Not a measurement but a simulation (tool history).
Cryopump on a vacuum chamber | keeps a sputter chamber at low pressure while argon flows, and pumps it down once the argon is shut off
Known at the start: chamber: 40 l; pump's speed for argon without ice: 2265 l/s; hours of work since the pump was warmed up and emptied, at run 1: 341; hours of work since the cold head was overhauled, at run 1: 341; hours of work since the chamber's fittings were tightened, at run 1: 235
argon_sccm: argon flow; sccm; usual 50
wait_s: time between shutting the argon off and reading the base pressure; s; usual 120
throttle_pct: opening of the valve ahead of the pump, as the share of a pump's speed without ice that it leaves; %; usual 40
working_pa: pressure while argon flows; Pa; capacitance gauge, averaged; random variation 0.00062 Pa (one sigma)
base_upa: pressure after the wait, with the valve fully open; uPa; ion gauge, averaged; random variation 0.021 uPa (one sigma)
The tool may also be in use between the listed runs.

run,day,argon_sccm,wait_s,throttle_pct,hours of work since the pump was warmed up and emptied,hours of work since the cold head was overhauled,hours of work since the chamber's fittings were tightened,working_pa,base_upa
1,0.000,50,120,40,341,341,235,0.0984,0.48
2,1.317,50,120,40,366,366,260,0.0979,0.47
3,2.100,50,120,40,380,380,274,0.0999,0.47
4,3.117,50,159,40,400,400,293,0.1000,0.44
5,4.283,67,159,40,421,421,315,0.1343,0.45
6,5.262,91,120,40,440,440,334,0.1836,0.53
7,6.358,91,120,40,461,461,354,0.1844,0.52
8,7.767,91,120,40,487,487,381,0.1848,0.54
9,9.208,42,23,21,514,514,408,0.1557,1.46
10,10.679,53,49,36,542,542,436,0.1202,0.89
11,11.808,26,49,21,563,563,457,0.0978,0.88
12,13.354,26,49,21,592,592,486,0.0979,0.92
13,14.121,50,120,42,607,607,501,0.0986,0.62
14,15.467,50,120,42,632,632,526,0.0997,0.58
15,17.246,50,120,42,666,666,560,0.1014,0.66
16,18.812,49,158,25,695,695,589,0.1578,0.63

4 ways to go on from here, each from the tool as it stands after run 16. What would each give?
A,20.412,50,120,27,725,725,619,?,?
B,20.412,70,120,40,725,725,619,?,?
C,20.412,92,290,26,725,725,619,?,?
D,20.412,67,154,40,725,725,619,?,?

run,working_pa,base_upa
A,0.1524,0.69
B,0.1506,0.70
C,0.2892,0.53
D,0.1441,0.64
Without the tool's hidden state the same runs would have given:
run,working_pa,base_upa
A,0.1384,0.37
B,0.1310,0.37
C,0.2635,0.20
D,0.1254,0.32
